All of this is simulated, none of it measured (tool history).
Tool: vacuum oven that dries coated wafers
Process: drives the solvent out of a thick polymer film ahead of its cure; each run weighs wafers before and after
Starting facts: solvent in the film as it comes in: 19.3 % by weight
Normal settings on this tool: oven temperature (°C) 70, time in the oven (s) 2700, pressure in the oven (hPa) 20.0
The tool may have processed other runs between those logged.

run    hour  oven temperature (°C)  time in the oven (s)  pressure in the oven (hPa)  solvent left in the film (%)
  1     0.0                     70                  2700                        20.0                          7.13
  2    98.3                     75                  2700                        20.0                          5.28
  3   183.0                     75                  2700                        20.0                          5.51
  4   283.7                     70                  2700                        20.0                          7.53
  5   359.7                     70                  2700                        20.0                          7.51
  6   410.1                     70                  2700                        20.0                          7.67
  7   503.5                     70                  2700                        20.0                          7.83
  8   600.0                     70                  2700                        35.3                          9.65
  9   651.0                     70                  2700                        35.3                          9.59
 10   744.9                     70                  2700                        35.3                          9.81
 11   804.1                     71                  2700                        20.0                          7.68
 12   864.8                     61                  2700                        20.0                         11.99
 13   910.9                     61                  2700                        20.0                         12.07
 14   993.0                     70                  2700                        11.3                          7.04
 15  1062.7                     70                  2700                        11.3                          7.02
 16  1129.2                     70                  2700                        23.6                          8.73
 17  1182.1                     76                  2700                        20.0                          5.68
     1246.1  -- vacuum gauge cleaned of residue and calibrated
 18  1277.1                     77                  2700                        20.0                          5.50
 19  1369.2                     70                  3240                        20.0                          7.83
 20  1438.6                     70                  3240                        20.0                          7.92
 21  1506.0                     70                  2700                        20.0                          8.70
 22  1600.6                     70                  2700                        40.1                         11.15
     1624.0  -- vacuum gauge cleaned of residue and calibrated, once more
 23  1684.9                     70                  2700                        20.4                          7.52
 24  1762.0                     70                  2700                        20.0                          7.42
     1839.4  -- oven's thermocouples calibrated
 25  1861.5                     70                  2700                        20.0                          6.47
 26  1931.7                     70                  2700                        20.0                          6.72
 27  1996.7                     70                  4200                        20.0                          4.89
 28  2080.3                     76                  2400                        12.5                          4.15
 29  2167.2                     76                  2400                        12.5                          4.28
 30  2265.8                     61                  1740                        29.9                         13.72
 31  2309.2                     70                  3420                        20.0                          5.86
 32  2402.9                     70                  3180                        18.1                          5.99
 33  2478.0                     70                  3180                        18.1                          6.03
 34  2553.7                     70                  2700                        20.0                          6.93
 35  2638.8                     69                  2700                        40.6                          9.98
 36  2698.7                     64                  1800                        20.0                         11.71
 37  2783.6                     64                  1800                        34.5                         12.78
 38  2831.2                     62                  3000                        18.1                         10.17
 39  2904.8                     62                  3000                        18.1                         10.22
 40  2997.2                     70                  1620                        32.9                         10.90
 41  3037.9                     58                  2460                        67.2                         19.31
 42  3083.8                     58                  2460                        67.2                         19.40
 43  3148.5                     62                  2220                        26.3                         12.57
 44  3214.8                     70                  2700                        77.4                         14.49
 45  3297.0                     70                  1920                        28.3                          9.95

Estimate the outcome of run 46 from the log above:
 46  3350.0                     62                  2340                        21.7                             ?

solvent left in the film (%): 11.94
Were there no unlogged condition in the tool, this run, its random variation unchanged, would have produced solvent left in the film (%) 10.71.

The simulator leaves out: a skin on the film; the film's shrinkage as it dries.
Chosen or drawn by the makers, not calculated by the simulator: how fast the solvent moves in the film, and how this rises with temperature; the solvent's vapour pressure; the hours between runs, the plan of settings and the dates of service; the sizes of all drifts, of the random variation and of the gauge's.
